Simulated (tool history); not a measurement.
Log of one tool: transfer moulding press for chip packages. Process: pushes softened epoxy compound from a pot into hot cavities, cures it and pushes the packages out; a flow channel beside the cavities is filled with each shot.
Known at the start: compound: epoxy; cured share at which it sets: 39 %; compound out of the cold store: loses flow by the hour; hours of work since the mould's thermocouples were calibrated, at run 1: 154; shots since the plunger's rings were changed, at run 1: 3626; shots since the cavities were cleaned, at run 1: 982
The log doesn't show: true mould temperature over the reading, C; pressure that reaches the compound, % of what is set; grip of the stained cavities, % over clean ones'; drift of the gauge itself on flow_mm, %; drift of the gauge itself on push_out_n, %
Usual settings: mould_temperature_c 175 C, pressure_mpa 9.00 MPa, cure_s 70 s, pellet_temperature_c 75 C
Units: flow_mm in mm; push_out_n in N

run,hour,mould_temperature_c,pressure_mpa,cure_s,pellet_temperature_c,hours of work since the mould's thermocouples were calibrated,shots since the plunger's rings were changed,shots since the cavities were cleaned,incoming compound's hours out of the cold store,flow_mm,push_out_n
1,0.0,175,9.00,70,75,154,3626,982,30.6,607,551
# hour 7.0: cavities cleaned with cleaning compound and waxed
2,22.8,175,9.00,70,75,168,3933,228,18.7,622,664
3,50.8,175,9.00,70,75,187,4339,634,37.4,597,634
# hour 80.6: cavities cleaned with cleaning compound and waxed, once more
# hour 91.9: plunger's sealing rings changed
4,92.8,175,9.00,70,75,212,12,140,41.8,610,383
5,133.6,175,9.00,70,75,239,603,731,11.9,676,539
# hour 159.4: cavities cleaned with cleaning compound and waxed
6,160.1,175,9.00,70,75,256,965,10,39.5,613,345
7,198.6,176,9.00,70,75,281,1520,565,31.4,616,466
8,230.0,175,9.00,70,75,302,1974,1019,10.0,659,582
# hour 236.6: cavities cleaned with cleaning compound and waxed
9,267.4,175,9.00,70,75,326,2494,445,36.0,603,490
10,307.9,175,9.00,70,75,353,3080,1031,47.5,580,510
# hour 313.2: cavities cleaned with cleaning compound and waxed
11,344.2,175,9.00,70,75,376,3582,447,21.2,621,511
# hour 351.5: mould's thermocouples calibrated
12,368.9,175,9.00,70,75,12,3911,776,20.3,622,505
# hour 392.1: cavities cleaned with cleaning compound and waxed
13,408.6,175,9.00,70,75,37,4463,238,25.7,610,427
14,430.4,175,9.00,70,75,51,4778,553,29.6,592,444
# hour 438.6: plunger's sealing rings changed
15,453.2,167,9.00,70,75,65,212,847,9.0,714,988
# hour 471.0: cavities cleaned with cleaning compound and waxed
16,472.8,167,9.00,70,75,77,473,26,21.8,681,670
17,498.4,175,8.12,70,65,94,844,397,32.4,598,470
18,540.9,176,8.17,50,69,122,1458,1011,35.1,581,1316
# hour 547.9: cavities cleaned with cleaning compound and waxed
19,571.1,176,8.17,50,69,141,1872,334,9.3,632,1158
20,589.7,175,10.90,70,75,153,2141,603,29.1,692,476
21,615.9,175,10.04,70,75,171,2520,982,25.1,655,542
# hour 624.5: cavities cleaned with cleaning compound and waxed
22,658.8,175,10.04,70,75,198,3119,496,10.6,692,505
23,686.0,175,8.12,70,72,216,3512,889,14.4,615,570
# hour 701.1: cavities cleaned with cleaning compound and waxed
24,719.1,175,9.30,70,84,237,3969,261,39.5,591,396
25,757.5,171,6.84,58,84,263,4524,816,25.8,542,1113
# hour 778.1: cavities cleaned with cleaning compound and waxed
# hour 784.8: plunger's sealing rings changed
26,803.3,179,9.00,92,75,290,268,329,8.7,680,266
27,836.1,174,9.00,54,75,312,741,802,32.9,634,1128

4 ways to go on from here, each from the tool as it stands after run 27. What would each give?
# hour 857.2: cavities cleaned with cleaning compound and waxed
A,875.6,174,7.32,103,75,337,1291,267,22.9,?,?
# hour 857.2: cavities cleaned with cleaning compound and waxed
B,875.6,175,7.14,75,75,337,1291,267,40.9,?,?
# hour 857.2: cavities cleaned with cleaning compound and waxed
C,875.6,181,9.00,86,75,337,1291,267,31.4,?,?
# hour 857.2: cavities cleaned with cleaning compound and waxed
D,875.6,175,10.94,70,75,337,1291,267,33.7,?,?

run,flow_mm,push_out_n
A,586,265
B,536,359
C,617,262
D,685,448
Without the tool's hidden state the same runs would have given:
run,flow_mm,push_out_n
A,593,215
B,542,273
C,625,215
D,693,337

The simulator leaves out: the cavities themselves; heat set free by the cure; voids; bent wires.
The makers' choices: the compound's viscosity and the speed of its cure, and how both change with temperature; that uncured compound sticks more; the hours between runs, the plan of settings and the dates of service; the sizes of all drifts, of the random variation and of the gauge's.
